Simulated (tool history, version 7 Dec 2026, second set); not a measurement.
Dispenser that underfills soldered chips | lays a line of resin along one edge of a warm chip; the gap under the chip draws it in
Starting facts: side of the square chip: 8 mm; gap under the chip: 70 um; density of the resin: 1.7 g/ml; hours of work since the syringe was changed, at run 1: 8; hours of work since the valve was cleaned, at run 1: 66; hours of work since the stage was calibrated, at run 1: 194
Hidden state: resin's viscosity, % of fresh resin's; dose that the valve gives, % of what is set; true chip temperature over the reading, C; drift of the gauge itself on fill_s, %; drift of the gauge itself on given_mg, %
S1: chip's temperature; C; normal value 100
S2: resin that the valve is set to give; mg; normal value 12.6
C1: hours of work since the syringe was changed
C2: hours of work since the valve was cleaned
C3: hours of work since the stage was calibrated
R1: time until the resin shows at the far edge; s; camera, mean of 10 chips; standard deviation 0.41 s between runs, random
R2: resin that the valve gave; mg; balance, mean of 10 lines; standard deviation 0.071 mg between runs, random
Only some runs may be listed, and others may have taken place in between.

run 1 day=0.000 | S1=100 S2=12.6 | C1=8 C2=66 C3=194 | R1=47.1 R2=11.99
-- day=0.271 new syringe of resin
run 2 day=0.288 | S1=100 S2=14.8 | C1=0 C2=71 C3=198 | R1=26.6 R2=14.17
run 3 day=0.729 | S1=100 S2=14.8 | C1=7 C2=78 C3=205 | R1=44.5 R2=13.94
-- day=1.033 new syringe of resin
run 4 day=1.058 | S1=100 S2=14.8 | C1=0 C2=83 C3=210 | R1=27.4 R2=13.81
run 5 day=1.475 | S1=100 S2=14.8 | C1=7 C2=89 C3=216 | R1=45.1 R2=13.85
-- day=1.558 dispensing valve cleaned and set on the balance
-- day=1.812 new syringe of resin
run 6 day=1.875 | S1=100 S2=12.6 | C1=1 C2=5 C3=222 | R1=29.0 R2=12.50
run 7 day=2.258 | S1=91 S2=12.6 | C1=7 C2=11 C3=228 | R1=64.2 R2=12.67
-- day=2.558 new syringe of resin
run 8 day=2.621 | S1=100 S2=13.1 | C1=1 C2=16 C3=233 | R1=29.0 R2=12.91
run 9 day=2.800 | S1=100 S2=13.1 | C1=4 C2=19 C3=236 | R1=35.3 R2=12.91
run 10 day=3.088 | S1=91 S2=15.0 | C1=8 C2=24 C3=241 | R1=69.5 R2=14.74
-- day=3.308 new syringe of resin
run 11 day=3.525 | S1=91 S2=15.0 | C1=3 C2=30 C3=247 | R1=47.6 R2=14.85
run 12 day=3.962 | S1=85 S2=13.4 | C1=10 C2=37 C3=254 | R1=99.6 R2=13.02
-- day=4.058 new syringe of resin
run 13 day=4.175 | S1=90 S2=12.7 | C1=2 C2=40 C3=257 | R1=45.2 R2=12.42
run 14 day=4.425 | S1=90 S2=12.7 | C1=6 C2=44 C3=261 | R1=58.3 R2=12.15

Results for each run, recomputed without the tool's hidden state and with each run's random variation untouched:
run=1 R1=28.1 R2=12.60
run=2 R1=27.5 R2=14.93
run=3 R1=27.1 R2=14.77
run=4 R1=27.6 R2=14.69
run=5 R1=27.9 R2=14.80
run=6 R1=27.7 R2=12.51
run=7 R1=39.4 R2=12.73
run=8 R1=28.5 R2=13.02
run=9 R1=28.1 R2=13.05
run=10 R1=39.6 R2=14.94
run=11 R1=39.8 R2=15.13
run=12 R1=49.7 R2=13.34
run=13 R1=41.8 R2=12.74
run=14 R1=40.2 R2=12.51
